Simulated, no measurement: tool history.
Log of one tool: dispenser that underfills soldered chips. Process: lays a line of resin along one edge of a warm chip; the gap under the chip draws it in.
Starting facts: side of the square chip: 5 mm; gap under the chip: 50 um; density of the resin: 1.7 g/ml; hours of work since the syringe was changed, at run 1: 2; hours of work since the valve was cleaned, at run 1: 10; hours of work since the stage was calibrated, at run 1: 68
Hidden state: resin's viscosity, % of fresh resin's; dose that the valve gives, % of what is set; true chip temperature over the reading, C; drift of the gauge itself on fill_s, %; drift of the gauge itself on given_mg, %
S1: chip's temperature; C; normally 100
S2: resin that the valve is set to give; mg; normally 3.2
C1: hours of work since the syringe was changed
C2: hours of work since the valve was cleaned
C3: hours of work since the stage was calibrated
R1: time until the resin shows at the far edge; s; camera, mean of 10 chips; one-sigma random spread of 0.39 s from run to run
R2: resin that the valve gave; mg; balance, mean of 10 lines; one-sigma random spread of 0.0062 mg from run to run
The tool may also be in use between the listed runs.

run  hour   S1    S2  C1  C2   C3    R1     R2
  1     0  100   3.2   2  10   68  28.9  3.188
  2   7.4  100   3.2   7  15   72  37.2  3.167
     10.8  -- new syringe of resin
  3    14  102   3.2   2  18   76  27.1  3.163
  4  18.1  102   3.2   4  21   78  31.4  3.162
  5  23.7  101   3.2   8  24   82  39.5  3.149
     25.2  -- new syringe of resin
  6  28.4  101  3.81   2  27   84  26.7  3.742
  7  33.2  100  2.81   5  30   87  35.7  2.757
  8    38  100  2.81   8  33   90  41.9  2.756
     39.6  -- new syringe of resin
  9  45.7  100  2.81   4  37   95  33.5  2.746
 10  51.8  108  3.16   7  41   98  32.6  3.092
     53.6  -- new syringe of resin
 11  56.2   90  3.15   2  43  101  36.9  3.075
 12  60.5  104  3.04   4  46  103  30.1  2.957
       64  -- dispensing valve cleaned and set on the balance
 13  66.1  104  2.87   7   1  106  35.5  2.868

Below are 3 alternative next runs, each starting from the tool's condition after run 13. Predict each:
     68.5  -- new syringe of resin
  A  72.8  99  3.32   3   5  110   ?   ?
     68.5  -- new syringe of resin
  B  72.8  92  2.72   3   5  110   ?   ?
     68.5  -- new syringe of resin
  C  72.8  95  4.09   3   5  110   ?   ?

run    R1     R2
  A  30.5  3.305
  B    38   2.71
  C  33.3  4.052
With the hidden condition removed and each run's random variation left untouched, the same runs would have given:
run    R1     R2
  A  25.7  3.323
  B  31.9  2.724
  C  28.1  4.074
